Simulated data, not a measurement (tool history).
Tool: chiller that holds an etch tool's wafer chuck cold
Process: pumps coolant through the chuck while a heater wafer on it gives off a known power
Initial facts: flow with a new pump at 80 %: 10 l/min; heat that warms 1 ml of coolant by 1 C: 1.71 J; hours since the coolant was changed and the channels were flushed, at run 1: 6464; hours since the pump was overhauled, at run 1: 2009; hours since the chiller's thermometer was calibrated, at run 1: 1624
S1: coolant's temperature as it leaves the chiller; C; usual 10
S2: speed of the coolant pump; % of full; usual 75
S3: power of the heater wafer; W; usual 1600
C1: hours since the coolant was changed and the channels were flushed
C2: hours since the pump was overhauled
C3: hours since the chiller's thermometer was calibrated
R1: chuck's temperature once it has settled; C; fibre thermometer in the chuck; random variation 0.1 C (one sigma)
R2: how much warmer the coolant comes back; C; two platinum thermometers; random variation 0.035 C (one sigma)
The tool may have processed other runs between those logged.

run 1 hour=0.0 | S1=10 S2=75 S3=1600 | C1=6464 C2=2009 C3=1624 | R1=22.4 R2=5.93
run 2 hour=38.7 | S1=10 S2=75 S3=1600 | C1=6503 C2=2048 C3=1663 | R1=22.3 R2=5.89
run 3 hour=66.7 | S1=10 S2=75 S3=1600 | C1=6531 C2=2076 C3=1691 | R1=22.4 R2=5.91
run 4 hour=102.8 | S1=10 S2=75 S3=1600 | C1=6567 C2=2112 C3=1727 | R1=22.4 R2=5.97
run 5 hour=148.3 | S1=10 S2=75 S3=1600 | C1=6612 C2=2157 C3=1772 | R1=22.4 R2=5.90
run 6 hour=196.1 | S1=10 S2=75 S3=1600 | C1=6660 C2=2205 C3=1820 | R1=22.4 R2=5.89
run 7 hour=243.0 | S1=10 S2=75 S3=1600 | C1=6707 C2=2252 C3=1867 | R1=22.3 R2=5.91
run 8 hour=285.9 | S1=10 S2=75 S3=1600 | C1=6750 C2=2295 C3=1910 | R1=22.4 R2=6.00
run 9 hour=338.7 | S1=10 S2=75 S3=1600 | C1=6803 C2=2348 C3=1963 | R1=22.3 R2=5.97
run 10 hour=389.1 | S1=10 S2=75 S3=1600 | C1=6853 C2=2398 C3=2013 | R1=22.4 R2=5.92
run 11 hour=424.6 | S1=10 S2=75 S3=1600 | C1=6889 C2=2433 C3=2048 | R1=22.4 R2=5.92
run 12 hour=462.0 | S1=10 S2=75 S3=1600 | C1=6926 C2=2471 C3=2086 | R1=22.2 R2=6.01
run 13 hour=500.4 | S1=10 S2=75 S3=1600 | C1=6964 C2=2509 C3=2124 | R1=22.2 R2=5.92
run 14 hour=528.4 | S1=10 S2=75 S3=860 | C1=6992 C2=2537 C3=2152 | R1=16.7 R2=3.28
run 15 hour=588.0 | S1=10 S2=75 S3=1600 | C1=7052 C2=2597 C3=2212 | R1=22.3 R2=6.00
run 16 hour=636.9 | S1=10 S2=75 S3=1600 | C1=7101 C2=2646 C3=2261 | R1=22.3 R2=5.95
run 17 hour=670.7 | S1=10 S2=75 S3=1561 | C1=7135 C2=2680 C3=2295 | R1=22.0 R2=5.77
run 18 hour=700.7 | S1=10 S2=75 S3=1561 | C1=7165 C2=2710 C3=2325 | R1=22.0 R2=5.80
run 19 hour=754.3 | S1=3 S2=95 S3=1371 | C1=7218 C2=2763 C3=2378 | R1=12.1 R2=4.02
run 20 hour=811.4 | S1=19 S2=80 S3=1727 | C1=7275 C2=2820 C3=2435 | R1=31.8 R2=6.03
run 21 hour=864.5 | S1=3 S2=62 S3=1727 | C1=7329 C2=2873 C3=2488 | R1=17.8 R2=7.69
-- hour=884.0 chiller's thermometer calibrated
run 22 hour=901.7 | S1=3 S2=62 S3=1727 | C1=7365 C2=2910 C3=18 | R1=17.9 R2=7.68
run 23 hour=929.4 | S1=12 S2=65 S3=1496 | C1=7392 C2=2937 C3=45 | R1=24.4 R2=6.43
run 24 hour=986.9 | S1=4 S2=87 S3=1384 | C1=7450 C2=2995 C3=103 | R1=13.7 R2=4.47
run 25 hour=1044.2 | S1=4 S2=87 S3=1384 | C1=7507 C2=3052 C3=160 | R1=13.7 R2=4.50
run 26 hour=1070.8 | S1=18 S2=89 S3=1915 | C1=7534 C2=3079 C3=187 | R1=31.2 R2=6.08
run 27 hour=1098.7 | S1=18 S2=89 S3=1915 | C1=7562 C2=3107 C3=215 | R1=31.2 R2=6.07
run 28 hour=1153.2 | S1=18 S2=73 S3=1915 | C1=7616 C2=3161 C3=269 | R1=32.9 R2=7.30
run 29 hour=1211.3 | S1=13 S2=81 S3=1060 | C1=7674 C2=3219 C3=327 | R1=20.8 R2=3.65
run 30 hour=1269.4 | S1=17 S2=81 S3=2233 | C1=7732 C2=3277 C3=385 | R1=33.4 R2=7.76
run 31 hour=1328.4 | S1=3 S2=90 S3=1514 | C1=7791 C2=3336 C3=444 | R1=13.4 R2=4.77

Hidden state at the last listed run before each entry between runs and at the first one after, where it differs:
From run 21 to run 22: chiller's thermometer calibrated (hour 884.0)
  no difference in the tool's unlogged condition between these two runs
